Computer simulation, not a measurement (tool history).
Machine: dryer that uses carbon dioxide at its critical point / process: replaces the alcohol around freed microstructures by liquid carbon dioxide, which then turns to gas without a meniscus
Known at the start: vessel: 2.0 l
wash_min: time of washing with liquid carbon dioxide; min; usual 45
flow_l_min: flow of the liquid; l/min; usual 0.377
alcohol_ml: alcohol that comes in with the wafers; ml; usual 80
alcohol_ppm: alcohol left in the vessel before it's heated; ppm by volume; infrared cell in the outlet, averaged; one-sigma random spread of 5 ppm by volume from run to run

Run 1, hour 0: usual settings. Result: alcohol_ppm 41 ppm by volume.
Run 2, hour 7.5: usual settings. Result: alcohol_ppm 50 ppm by volume.
Run 3, hour 17.4: usual settings. Result: alcohol_ppm 53 ppm by volume.
Run 4, hour 24.9: usual settings. Result: alcohol_ppm 51 ppm by volume.
Run 5, hour 31.6: usual settings but flow_l_min 0.425 l/min. Result: alcohol_ppm 32 ppm by volume.
Run 6, hour 40.8: usual settings but flow_l_min 0.425 l/min. Result: alcohol_ppm 36 ppm by volume.
Run 7, hour 49: usual settings but alcohol_ml 20 ml. Result: alcohol_ppm 29 ppm by volume.
Run 8, hour 55.8: usual settings. Result: alcohol_ppm 50 ppm by volume.
Run 9, hour 63.8: usual settings but wash_min 71 min. Result: alcohol_ppm 22 ppm by volume.
Run 10, hour 71.7: usual settings but wash_min 71 min. Result: alcohol_ppm 26 ppm by volume.
Run 11, hour 81.5: usual settings but wash_min 56 min, flow_l_min 0.357 l/min, alcohol_ml 26 ml. Result: alcohol_ppm 16 ppm by volume.
Run 12, hour 92.9: usual settings but wash_min 30 min, alcohol_ml 56 ml. Result: alcohol_ppm 249 ppm by volume.
Run 13, hour 100.4: usual settings but flow_l_min 0.397 l/min, alcohol_ml 38 ml. Result: alcohol_ppm 27 ppm by volume.
Run 14, hour 113: usual settings but wash_min 52 min, flow_l_min 0.527 l/min, alcohol_ml 57 ml. Result: alcohol_ppm 23 ppm by volume.
Run 15, hour 120.8: usual settings but wash_min 52 min, flow_l_min 0.527 l/min, alcohol_ml 57 ml. Result: alcohol_ppm 28 ppm by volume.
Run 16, hour 131: usual settings but wash_min 32 min, flow_l_min 0.276 l/min, alcohol_ml 64 ml. Result: alcohol_ppm 816 ppm by volume.
Run 17, hour 141.8: usual settings but wash_min 33 min, alcohol_ml 22 ml. Result: alcohol_ppm 80 ppm by volume.
Run 18, hour 147.4: usual settings but wash_min 33 min, alcohol_ml 22 ml. Result: alcohol_ppm 66 ppm by volume.
Run 19, hour 155.6: usual settings but wash_min 33 min, alcohol_ml 22 ml. Result: alcohol_ppm 80 ppm by volume.

The logged runs with the hidden state left out (each run's random variation unchanged):
The tool's hidden condition here consists of: flow that reaches the vessel past the clogged filter, %; alcohol in the recycled carbon dioxide, ppm; drift of the gauge itself on alcohol_ppm, %.
run  alcohol_ppm
  1           25
  2           34
  3           36
  4           33
  5           15
  6           19
  7           12
  8           31
  9            6
 10            9
 11            0
 12          214
 13            8
 14            5
 15            9
 16          742
 17           56
 18           42
 19           55

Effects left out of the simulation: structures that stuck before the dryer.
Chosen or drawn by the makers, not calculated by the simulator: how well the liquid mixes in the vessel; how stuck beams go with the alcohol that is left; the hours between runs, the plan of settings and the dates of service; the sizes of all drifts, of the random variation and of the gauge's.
